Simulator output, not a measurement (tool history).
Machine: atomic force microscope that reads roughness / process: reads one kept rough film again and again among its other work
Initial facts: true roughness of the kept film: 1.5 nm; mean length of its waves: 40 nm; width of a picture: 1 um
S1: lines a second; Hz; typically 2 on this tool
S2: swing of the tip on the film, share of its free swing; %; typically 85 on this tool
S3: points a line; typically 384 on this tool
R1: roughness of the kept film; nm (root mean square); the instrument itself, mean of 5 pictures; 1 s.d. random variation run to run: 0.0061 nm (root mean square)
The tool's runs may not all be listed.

run 1 hour=0 | S1=2 S2=85 S3=384 | R1=1.114
run 2 hour=11.7 | S1=2 S2=85 S3=384 | R1=1.118
run 3 hour=31.1 | S1=2 S2=85 S3=384 | R1=1.128
run 4 hour=51 | S1=2 S2=85 S3=384 | R1=1.113
run 5 hour=60.7 | S1=2 S2=68 S3=384 | R1=1.283
run 6 hour=78.3 | S1=2 S2=68 S3=384 | R1=1.266
run 7 hour=95.6 | S1=2 S2=85 S3=384 | R1=1.105
run 8 hour=105.9 | S1=2 S2=85 S3=384 | R1=1.099
run 9 hour=120.8 | S1=2 S2=85 S3=807 | R1=1.092
-- hour=123.4 height scale calibrated on a step standard
run 10 hour=139.8 | S1=2 S2=85 S3=807 | R1=1.096
run 11 hour=153 | S1=2 S2=85 S3=807 | R1=1.086
run 12 hour=172.6 | S1=2 S2=85 S3=807 | R1=1.078
run 13 hour=183.5 | S1=2 S2=85 S3=601 | R1=1.075
run 14 hour=195.3 | S1=2 S2=85 S3=384 | R1=1.08
run 15 hour=209.7 | S1=2 S2=85 S3=384 | R1=1.075
run 16 hour=227.5 | S1=2 S2=85 S3=384 | R1=1.069
-- hour=238.9 height scale calibrated on a step standard, once more
run 17 hour=241 | S1=0.67 S2=83 S3=783 | R1=1.269
-- hour=258.1 new tip fitted
run 18 hour=262 | S1=2 S2=69 S3=380 | R1=1.315
run 19 hour=280.4 | S1=2 S2=69 S3=380 | R1=1.293
run 20 hour=289.9 | S1=2 S2=69 S3=380 | R1=1.294
run 21 hour=309.5 | S1=0.73 S2=63 S3=762 | R1=1.415
run 22 hour=330.7 | S1=0.73 S2=73 S3=762 | R1=1.37
run 23 hour=339.7 | S1=3.62 S2=75 S3=384 | R1=1.099
run 24 hour=356.8 | S1=0.81 S2=73 S3=514 | R1=1.356
run 25 hour=365.6 | S1=0.81 S2=73 S3=514 | R1=1.349
run 26 hour=374.6 | S1=0.84 S2=73 S3=266 | R1=1.329
run 27 hour=394.2 | S1=0.84 S2=73 S3=266 | R1=1.316

4 ways to go on from here, each from the tool as it stands after run 27. What would each give?
run A hour=411.6 | S1=2 S2=58 S3=593 | R1=?
run B hour=411.6 | S1=1.68 S2=71 S3=690 | R1=?
run C hour=411.6 | S1=0.89 S2=72 S3=485 | R1=?
run D hour=411.6 | S1=0.65 S2=85 S3=650 | R1=?

run=A R1=1.353
run=B R1=1.268
run=C R1=1.33
run=D R1=1.31
The same runs, with their run-to-run variation unchanged, on a tool lacking any hidden condition would have given:
run=A R1=1.401
run=B R1=1.313
run=C R1=1.376
run=D R1=1.356
